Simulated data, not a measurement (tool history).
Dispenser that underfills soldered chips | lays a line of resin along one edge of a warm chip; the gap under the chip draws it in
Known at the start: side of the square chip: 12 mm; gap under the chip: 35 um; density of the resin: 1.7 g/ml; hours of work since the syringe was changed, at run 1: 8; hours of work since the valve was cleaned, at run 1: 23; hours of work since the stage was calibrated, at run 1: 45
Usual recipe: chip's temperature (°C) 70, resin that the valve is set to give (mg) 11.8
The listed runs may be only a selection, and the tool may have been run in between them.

run,hour,chip's temperature (°C),resin that the valve is set to give (mg),hours of work since the syringe was changed,hours of work since the valve was cleaned,hours of work since the stage was calibrated,time until the resin shows at the far edge (s),resin that the valve gave (mg)
1,0.0,70,11.8,8,23,45,532.3,11.71
# hour 3.9: new syringe of resin
2,5.4,71,11.8,1,27,48,373.6,11.73
3,13.9,70,11.8,7,33,55,528.2,11.65
# hour 18.4: new syringe of resin
4,25.2,70,11.8,5,42,63,476.8,11.57
# hour 32.8: new syringe of resin
5,33.4,70,11.8,1,48,69,393.0,11.69
6,41.3,70,11.8,6,53,75,514.4,11.54
# hour 47.3: new syringe of resin
7,50.4,70,11.8,2,60,82,414.3,11.51
8,59.5,70,11.8,9,67,88,581.2,11.44
# hour 61.8: new syringe of resin
9,68.8,70,11.8,5,74,95,490.7,11.39
# hour 76.1: new syringe of resin
10,77.5,70,11.8,1,80,101,392.9,11.27
11,82.9,70,11.8,5,84,105,473.5,11.34
# hour 90.5: new syringe of resin
12,91.1,70,11.8,0,90,111,387.9,11.32
13,97.9,70,11.8,5,95,116,492.5,11.31
# hour 105.1: new syringe of resin
14,108.1,70,11.8,2,102,124,416.7,11.18
15,113.1,70,11.8,6,106,128,490.2,11.20
# hour 119.4: new syringe of resin
16,122.0,70,11.8,2,113,134,427.2,11.30
17,129.7,70,11.8,8,118,140,546.1,11.14
# hour 133.8: dispensing valve cleaned and set on the balance
# hour 134.6: new syringe of resin
18,142.1,70,11.8,6,6,148,489.0,11.67
# hour 148.9: new syringe of resin
19,148.9,70,11.8,0,11,153,381.6,11.84
20,159.0,70,11.8,8,19,161,548.8,11.75
# hour 162.9: new syringe of resin
21,164.0,70,11.8,1,22,164,400.4,11.76
22,175.1,70,11.8,9,30,172,586.1,11.58
# hour 177.4: new syringe of resin
23,183.6,70,11.8,5,36,179,484.4,11.59
# hour 191.6: new syringe of resin
24,191.6,57,11.3,0,42,184,640.5,11.04
25,202.4,57,11.3,8,50,192,951.3,11.07
# hour 206.3: new syringe of resin
26,207.3,62,12.6,1,54,196,539.2,12.32
27,217.7,70,10.6,9,62,204,597.3,10.32
# hour 220.4: new syringe of resin
28,226.2,70,10.6,4,68,210,484.2,10.32
29,232.2,71,13.2,9,72,214,547.4,12.83
# hour 234.9: new syringe of resin
30,240.1,67,11.1,4,78,220,538.2,10.65
31,245.2,67,11.1,8,82,224,643.9,10.75
# hour 249.3: new syringe of resin
32,255.9,67,11.1,5,90,232,564.1,10.64
33,262.8,67,11.1,10,95,237,705.9,10.73
# hour 263.9: new syringe of resin
34,274.0,69,11.1,8,103,245,588.1,10.56
# hour 278.3: new syringe of resin
35,282.8,61,12.2,3,109,251,637.7,11.64

Consider 4 possible next runs. They are alternatives, not a sequence: every one starts from the tool as it was left by run 35. What does each give?
A,291.2,70,14.8,10,116,258,?,?
B,291.2,70,12.5,10,116,258,?,?
C,291.2,66,11.8,10,116,258,?,?
D,291.2,68,12.2,10,116,258,?,?

run,time until the resin shows at the far edge (s),resin that the valve gave (mg)
A,584.7,14.04
B,606.6,11.92
C,712.6,11.20
D,654.7,11.68
Take away the tool's hidden state, keep each run's random variation, and the runs would have read:
run,time until the resin shows at the far edge (s),resin that the valve gave (mg)
A,355.8,14.76
B,366.6,12.54
C,429.4,11.77
D,395.2,12.28
